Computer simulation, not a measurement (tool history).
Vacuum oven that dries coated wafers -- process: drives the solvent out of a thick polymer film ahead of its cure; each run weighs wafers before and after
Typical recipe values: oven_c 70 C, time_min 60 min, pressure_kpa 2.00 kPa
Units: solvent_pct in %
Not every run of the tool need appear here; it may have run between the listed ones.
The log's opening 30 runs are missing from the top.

Run 31, day 20.738: usual settings but oven_c 82 C, time_min 75 min, pressure_kpa 1.42 kPa. Result: solvent_pct 0.87 %.
Run 32, day 21.388: usual settings but oven_c 63 C, time_min 53 min, pressure_kpa 1.09 kPa. Result: solvent_pct 4.97 %.
Run 33, day 21.796: usual settings but oven_c 75 C, time_min 49 min, pressure_kpa 1.13 kPa. Result: solvent_pct 2.20 %.
Run 34, day 22.542: usual settings but oven_c 68 C, time_min 47 min, pressure_kpa 1.92 kPa. Result: solvent_pct 4.60 %.
Run 35, day 23.142: usual settings but oven_c 69 C. Result: solvent_pct 3.58 %.
Run 36, day 24.112: usual settings but oven_c 67 C, pressure_kpa 4.02 kPa. Result: solvent_pct 5.77 %.
Run 37, day 24.708: usual settings but time_min 35 min. Result: solvent_pct 5.11 %.
Run 38, day 25.554: usual settings but time_min 71 min, pressure_kpa 1.94 kPa. Result: solvent_pct 2.91 %.
Run 39, day 26.371: usual settings but time_min 71 min, pressure_kpa 1.94 kPa. Result: solvent_pct 2.78 %.
Run 40, day 26.983: usual settings but oven_c 58 C, time_min 71 min, pressure_kpa 1.94 kPa. Result: solvent_pct 6.18 %.
Run 41, day 27.950: usual settings but oven_c 83 C, time_min 31 min, pressure_kpa 2.97 kPa. Result: solvent_pct 2.69 %.
Run 42, day 28.862: usual settings but oven_c 73 C, time_min 33 min, pressure_kpa 1.00 kPa. Result: solvent_pct 3.90 %.
Run 43, day 29.779: usual settings but oven_c 85 C, time_min 44 min, pressure_kpa 4.45 kPa. Result: solvent_pct 2.39 %.
Run 44, day 30.262: usual settings but oven_c 68 C, time_min 44 min, pressure_kpa 4.45 kPa. Result: solvent_pct 6.56 %.
Run 45, day 30.700: usual settings but oven_c 68 C, time_min 44 min, pressure_kpa 4.45 kPa. Result: solvent_pct 6.56 %.
Run 46, day 31.479: usual settings but time_min 64 min, pressure_kpa 2.13 kPa. Result: solvent_pct 3.23 %.
Run 47, day 32.200: usual settings but time_min 105 min. Result: solvent_pct 2.20 %.

Alternative continuations, all from the tool just after run 47; predict every row:
Run A, day 33.092: usual settings but oven_c 69 C, time_min 55 min, pressure_kpa 4.17 kPa. Result: solvent_pct ?.
Run B, day 33.092: usual settings but oven_c 62 C, time_min 31 min, pressure_kpa 1.31 kPa. Result: solvent_pct ?.
Run C, day 33.092: usual settings but oven_c 76 C, time_min 61 min. Result: solvent_pct ?.
Run D, day 33.092: usual settings but oven_c 59 C, time_min 105 min. Result: solvent_pct ?.

run  solvent_pct
  A         5.41
  B         7.20
  C         2.03
  D         4.79
With no hidden state in the tool, these same runs would have given:
run  solvent_pct
  A         5.45
  B         7.23
  C         2.02
  D         4.78

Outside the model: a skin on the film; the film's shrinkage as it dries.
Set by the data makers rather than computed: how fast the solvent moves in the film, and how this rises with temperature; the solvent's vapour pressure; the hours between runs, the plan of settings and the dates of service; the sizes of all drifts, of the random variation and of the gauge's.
